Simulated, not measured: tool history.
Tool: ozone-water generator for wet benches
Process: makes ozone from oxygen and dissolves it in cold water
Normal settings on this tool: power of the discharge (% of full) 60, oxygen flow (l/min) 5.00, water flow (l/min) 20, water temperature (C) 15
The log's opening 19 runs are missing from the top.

run   hour  power of the discharge (% of full)  oxygen flow (l/min)  water flow (l/min)  water temperature (C)  dissolved ozone (ppm)  ozone in the gas ahead of the water (g/m3)
 20  429.1                                  51                 4.26                  16                     16                   17.2                                       147.8
 21  450.3                                  76                 8.53                  16                     16                   20.3                                       128.1
 22  468.6                                  76                 8.53                  16                     16                   20.2                                       126.8
 23  498.9                                  60                 5.00                  20                     13                   16.3                                       148.6
 24  524.8                                  60                 5.00                  20                     13                   16.2                                       147.9
 25  547.9                                  60                 4.58                  20                     15                   15.9                                       155.9
 26  569.1                                  60                 4.61                  19                     18                   15.6                                       155.2
 27  586.5                                  89                 3.71                  30                     10                   13.2                                       216.1
 28  608.3                                  89                 3.71                  30                     10                   13.1                                       215.4
 29  626.3                                  89                 3.71                  31                     10                   12.6                                       213.9
 30  639.6                                  76                 5.00                  17                     15                   20.8                                       168.8
 31  653.0                                  41                 6.34                  20                     15                   13.2                                       106.1
 32  679.6                                  88                 8.75                  30                     11                   14.2                                       136.4

Each row is a separate what-if for the run after 32, all from the same tool condition, not one after another. Results?
  A  709.2                                  60                 3.51                  20                     15                      ?                                           ?
  B  709.2                                  88                 8.75                  30                     15                      ?                                           ?
  C  709.2                                  60                 5.00                  16                     15                      ?                                           ?
  D  709.2                                  72                 8.75                  30                     11                      ?                                           ?
  E  709.2                                  72                 2.73                  30                     12                      ?                                           ?

run  dissolved ozone (ppm)  ozone in the gas ahead of the water (g/m3)
  A                   15.5                                       178.5
  B                   13.8                                       135.4
  C                   19.0                                       147.8
  D                   13.1                                       120.7
  E                   10.6                                       223.2
Take away the tool's hidden state, keep each run's random variation, and the runs would have read:
run  dissolved ozone (ppm)  ozone in the gas ahead of the water (g/m3)
  A                   15.5                                       183.0
  B                   13.8                                       138.7
  C                   19.0                                       151.4
  D                   13.1                                       123.7
  E                   10.6                                       228.7
